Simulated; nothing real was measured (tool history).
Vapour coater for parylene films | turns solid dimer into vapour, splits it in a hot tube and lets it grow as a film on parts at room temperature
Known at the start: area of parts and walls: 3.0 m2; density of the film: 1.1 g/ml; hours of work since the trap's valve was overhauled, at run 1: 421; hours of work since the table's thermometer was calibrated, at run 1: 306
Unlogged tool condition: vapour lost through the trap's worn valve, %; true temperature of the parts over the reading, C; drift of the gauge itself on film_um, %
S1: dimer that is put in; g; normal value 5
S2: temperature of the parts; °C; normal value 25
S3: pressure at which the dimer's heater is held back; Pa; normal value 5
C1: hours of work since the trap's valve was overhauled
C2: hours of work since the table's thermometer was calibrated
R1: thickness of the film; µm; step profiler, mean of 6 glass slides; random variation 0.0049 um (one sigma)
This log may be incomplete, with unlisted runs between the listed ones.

run 1 hour=0 | S1=5 S2=25 S3=5 | C1=421 C2=306 | R1=1.151
run 2 hour=16.1 | S1=5 S2=25 S3=5 | C1=432 C2=317 | R1=1.158
run 3 hour=38.5 | S1=5 S2=25 S3=5 | C1=448 C2=334 | R1=1.149
run 4 hour=55.3 | S1=5 S2=25 S3=5 | C1=460 C2=346 | R1=1.148
run 5 hour=81.3 | S1=5 S2=25 S3=5 | C1=479 C2=364 | R1=1.149
-- hour=90.8 trap's valve overhauled
run 6 hour=96.7 | S1=8 S2=25 S3=5 | C1=4 C2=372 | R1=1.915
run 7 hour=108.7 | S1=5 S2=25 S3=10.3 | C1=13 C2=381 | R1=1.003
run 8 hour=123.7 | S1=5 S2=25 S3=6.16 | C1=24 C2=392 | R1=1.141
run 9 hour=136.5 | S1=5 S2=26 S3=6.16 | C1=33 C2=401 | R1=1.092
run 10 hour=153.3 | S1=5 S2=26 S3=6.16 | C1=45 C2=413 | R1=1.097
run 11 hour=173.8 | S1=5 S2=26 S3=6.16 | C1=59 C2=427 | R1=1.087
run 12 hour=191.1 | S1=5 S2=26 S3=6.16 | C1=72 C2=440 | R1=1.093
run 13 hour=207.8 | S1=5 S2=26 S3=6.16 | C1=84 C2=452 | R1=1.091
run 14 hour=230.4 | S1=5 S2=26 S3=6.16 | C1=100 C2=468 | R1=1.09
run 15 hour=258 | S1=5 S2=26 S3=6.16 | C1=119 C2=487 | R1=1.079
run 16 hour=284 | S1=5 S2=26 S3=6.16 | C1=138 C2=506 | R1=1.081
run 17 hour=305.6 | S1=5 S2=20 S3=2.38 | C1=153 C2=521 | R1=1.463
run 18 hour=323.5 | S1=3 S2=25 S3=11.16 | C1=166 C2=534 | R1=0.584
run 19 hour=346.6 | S1=8 S2=21 S3=7.38 | C1=183 C2=551 | R1=1.982
run 20 hour=373.8 | S1=5 S2=25 S3=4.27 | C1=202 C2=570 | R1=1.216
run 21 hour=387.1 | S1=3 S2=25 S3=4.27 | C1=212 C2=580 | R1=0.73
run 22 hour=404.2 | S1=3 S2=25 S3=4.27 | C1=224 C2=592 | R1=0.735
run 23 hour=422.2 | S1=3 S2=25 S3=4.27 | C1=237 C2=605 | R1=0.736
run 24 hour=442.3 | S1=3 S2=29 S3=8.89 | C1=251 C2=619 | R1=0.526
run 25 hour=457.5 | S1=3 S2=35 S3=8.12 | C1=262 C2=630 | R1=0.432
run 26 hour=483.8 | S1=4 S2=25 S3=7.71 | C1=281 C2=649 | R1=0.841

Consider 3 possible next runs. They are alternatives, not a sequence: every one starts from the tool as it was left by run 26. What does each give?
run A hour=502.5 | S1=4 S2=29 S3=7.71 | C1=294 C2=662 | R1=?
run B hour=502.5 | S1=7 S2=30 S3=8.37 | C1=294 C2=662 | R1=?
run C hour=502.5 | S1=4 S2=28 S3=7.71 | C1=294 C2=662 | R1=?

run=A R1=0.721
run=B R1=1.202
run=C R1=0.762
Stripped of hidden state, with their random variation kept, the same runs would have yielded:
run=A R1=0.735
run=B R1=1.227
run=C R1=0.777

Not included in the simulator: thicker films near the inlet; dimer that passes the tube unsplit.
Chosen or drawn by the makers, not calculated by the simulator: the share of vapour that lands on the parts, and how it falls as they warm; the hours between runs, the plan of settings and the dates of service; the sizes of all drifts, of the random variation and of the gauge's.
